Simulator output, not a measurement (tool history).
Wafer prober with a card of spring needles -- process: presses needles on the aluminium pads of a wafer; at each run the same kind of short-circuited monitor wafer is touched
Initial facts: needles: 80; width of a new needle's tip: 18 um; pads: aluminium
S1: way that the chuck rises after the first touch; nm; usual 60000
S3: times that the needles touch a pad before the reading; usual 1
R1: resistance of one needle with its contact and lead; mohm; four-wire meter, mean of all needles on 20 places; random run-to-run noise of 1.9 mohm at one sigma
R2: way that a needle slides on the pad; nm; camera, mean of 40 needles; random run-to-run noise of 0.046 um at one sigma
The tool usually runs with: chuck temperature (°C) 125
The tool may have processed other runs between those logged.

{"run": 1, "hour": 0.0, "S1": 60000, "chuck temperature (°C)": 125, "S3": 1, "R1": 305, "R2": 11520}
{"run": 2, "hour": 5.0, "S1": 60000, "chuck temperature (°C)": 125, "S3": 1, "R1": 311, "R2": 11490}
{"hour": 8.2, "done": "tips cleaned on abrasive film"}
{"run": 3, "hour": 12.3, "S1": 60000, "chuck temperature (°C)": 125, "S3": 1, "R1": 240, "R2": 11450}
{"run": 4, "hour": 20.6, "S1": 60000, "chuck temperature (°C)": 125, "S3": 1, "R1": 284, "R2": 11480}
{"run": 5, "hour": 29.6, "S1": 60000, "chuck temperature (°C)": 125, "S3": 1, "R1": 307, "R2": 11480}
{"run": 6, "hour": 34.7, "S1": 60000, "chuck temperature (°C)": 125, "S3": 1, "R1": 306, "R2": 11460}
{"hour": 38.0, "done": "tips cleaned on abrasive film"}
{"run": 7, "hour": 39.5, "S1": 60000, "chuck temperature (°C)": 125, "S3": 1, "R1": 223, "R2": 11510}
{"run": 8, "hour": 45.7, "S1": 60000, "chuck temperature (°C)": 125, "S3": 1, "R1": 265, "R2": 11540}
{"run": 9, "hour": 56.0, "S1": 60000, "chuck temperature (°C)": 125, "S3": 1, "R1": 307, "R2": 11510}
{"run": 10, "hour": 63.0, "S1": 60000, "chuck temperature (°C)": 125, "S3": 1, "R1": 311, "R2": 11450}
{"hour": 68.3, "done": "tips cleaned on abrasive film"}
{"run": 11, "hour": 69.6, "S1": 60000, "chuck temperature (°C)": 125, "S3": 1, "R1": 220, "R2": 11470}
{"run": 12, "hour": 77.4, "S1": 60000, "chuck temperature (°C)": 37, "S3": 1, "R1": 266, "R2": 11440}
{"run": 13, "hour": 83.1, "S1": 60000, "chuck temperature (°C)": 37, "S3": 1, "R1": 287, "R2": 11510}
{"run": 14, "hour": 89.8, "S1": 79000, "chuck temperature (°C)": 40, "S3": 2, "R1": 220, "R2": 15210}
{"hour": 98.1, "done": "tips cleaned on abrasive film"}
{"run": 15, "hour": 98.1, "S1": 42000, "chuck temperature (°C)": 57, "S3": 2, "R1": 210, "R2": 7980}
{"run": 16, "hour": 104.4, "S1": 57000, "chuck temperature (°C)": 39, "S3": 2, "R1": 224, "R2": 10910}
{"run": 17, "hour": 112.3, "S1": 59000, "chuck temperature (°C)": 125, "S3": 1, "R1": 290, "R2": 11300}

Forecast each of these 3 alternatives for the next run:
{"run": "A", "hour": 122.9, "S1": 60000, "chuck temperature (°C)": 125, "S3": 1, "R1": "?", "R2": "?"}
{"run": "B", "hour": 122.9, "S1": 52000, "chuck temperature (°C)": 59, "S3": 1, "R1": "?", "R2": "?"}
{"run": "C", "hour": 122.9, "S1": 59000, "chuck temperature (°C)": 86, "S3": 2, "R1": "?", "R2": "?"}

run=A R1=310 R2=11480
run=B R1=357 R2=9890
run=C R1=264 R2=11230
Take away the tool's hidden state, keep each run's random variation, and the runs would have read:
run=A R1=195 R2=11620
run=B R1=188 R2=10030
run=C R1=188 R2=11370

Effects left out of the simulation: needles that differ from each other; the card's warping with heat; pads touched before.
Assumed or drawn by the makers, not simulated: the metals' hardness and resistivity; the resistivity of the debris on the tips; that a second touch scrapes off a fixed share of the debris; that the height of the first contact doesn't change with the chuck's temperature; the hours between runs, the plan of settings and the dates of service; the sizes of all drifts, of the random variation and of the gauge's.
